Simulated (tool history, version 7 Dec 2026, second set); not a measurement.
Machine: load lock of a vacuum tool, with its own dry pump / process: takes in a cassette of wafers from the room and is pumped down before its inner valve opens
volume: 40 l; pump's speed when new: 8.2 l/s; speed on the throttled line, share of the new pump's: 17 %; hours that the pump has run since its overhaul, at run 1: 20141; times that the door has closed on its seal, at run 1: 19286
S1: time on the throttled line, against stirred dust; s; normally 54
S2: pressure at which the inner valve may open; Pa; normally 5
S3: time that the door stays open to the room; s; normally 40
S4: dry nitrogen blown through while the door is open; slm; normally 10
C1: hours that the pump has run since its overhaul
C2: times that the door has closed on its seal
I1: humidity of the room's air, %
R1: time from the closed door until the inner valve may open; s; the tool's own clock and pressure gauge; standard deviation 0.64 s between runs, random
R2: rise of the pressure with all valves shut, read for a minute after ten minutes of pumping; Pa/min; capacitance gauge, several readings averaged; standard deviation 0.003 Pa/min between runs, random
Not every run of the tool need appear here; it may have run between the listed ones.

run 1 hour=0.0 | S1=54 S2=5 S3=40 S4=10 | C1=20141 C2=19286 | I1=44.0 | R1=103.9 R2=0.085
run 2 hour=265.2 | S1=54 S2=9 S3=40 S4=10 | C1=20406 C2=19790 | I1=47.8 | R1=100.0 R2=0.088
-- hour=505.2 dry pump taken out, an overhauled one fitted
run 3 hour=557.2 | S1=54 S2=9 S3=40 S4=10 | C1=52 C2=20333 | I1=43.5 | R1=90.3 R2=0.085
run 4 hour=856.1 | S1=54 S2=5 S3=51 S4=10 | C1=351 C2=20901 | I1=43.6 | R1=93.5 R2=0.096
run 5 hour=1005.4 | S1=54 S2=5 S3=51 S4=10 | C1=500 C2=21185 | I1=42.3 | R1=94.5 R2=0.104
run 6 hour=1287.0 | S1=54 S2=5 S3=51 S4=10 | C1=782 C2=21720 | I1=46.5 | R1=94.6 R2=0.106
run 7 hour=1428.4 | S1=70 S2=5 S3=51 S4=10 | C1=923 C2=21989 | I1=41.3 | R1=105.3 R2=0.099
run 8 hour=1604.5 | S1=70 S2=5 S3=51 S4=13 | C1=1099 C2=22323 | I1=43.8 | R1=107.5 R2=0.099
run 9 hour=1744.8 | S1=70 S2=5 S3=51 S4=13 | C1=1240 C2=22590 | I1=47.3 | R1=108.1 R2=0.108
run 10 hour=1919.2 | S1=54 S2=5 S3=32 S4=10 | C1=1414 C2=22921 | I1=45.4 | R1=93.7 R2=0.101
run 11 hour=2143.3 | S1=108 S2=5 S3=32 S4=10 | C1=1638 C2=23347 | I1=44.5 | R1=138.4 R2=0.100
run 12 hour=2312.1 | S1=108 S2=5 S3=32 S4=18 | C1=1807 C2=23668 | I1=46.5 | R1=137.2 R2=0.103
run 13 hour=2449.2 | S1=69 S2=8 S3=93 S4=19 | C1=1944 C2=23928 | I1=43.4 | R1=104.5 R2=0.108
run 14 hour=2666.7 | S1=69 S2=8 S3=93 S4=19 | C1=2162 C2=24342 | I1=41.0 | R1=105.0 R2=0.111
run 15 hour=2962.1 | S1=54 S2=5 S3=47 S4=7 | C1=2457 C2=24903 | I1=48.1 | R1=94.4 R2=0.116
run 16 hour=3178.1 | S1=106 S2=9 S3=47 S4=15 | C1=2673 C2=25314 | I1=46.1 | R1=135.6 R2=0.119
run 17 hour=3318.1 | S1=106 S2=9 S3=47 S4=15 | C1=2813 C2=25579 | I1=44.7 | R1=134.9 R2=0.109

Below, some changes in R1 between adjacent runs. For each, the amount present without the hidden state too (settings, incoming material, random variation) and the amount remaining for the hidden state with gauge scatter not shared by both compared results:
The tool's hidden condition here consists of: pump's speed, % of a new pump's; leak at the door's seal, Pa l/s; drift of the gauge itself on ready_s, %; drift of the gauge itself on rise_pa_min, %.
Run 2 -> 3: dry pump taken out, an overhauled one fitted. R1 -9.7 s: hidden state -10.2, all else +0.5.
Run 10 -> 11: S1 54 -> 108. R1 +44.7 s: hidden state -0.1, all else +44.8.

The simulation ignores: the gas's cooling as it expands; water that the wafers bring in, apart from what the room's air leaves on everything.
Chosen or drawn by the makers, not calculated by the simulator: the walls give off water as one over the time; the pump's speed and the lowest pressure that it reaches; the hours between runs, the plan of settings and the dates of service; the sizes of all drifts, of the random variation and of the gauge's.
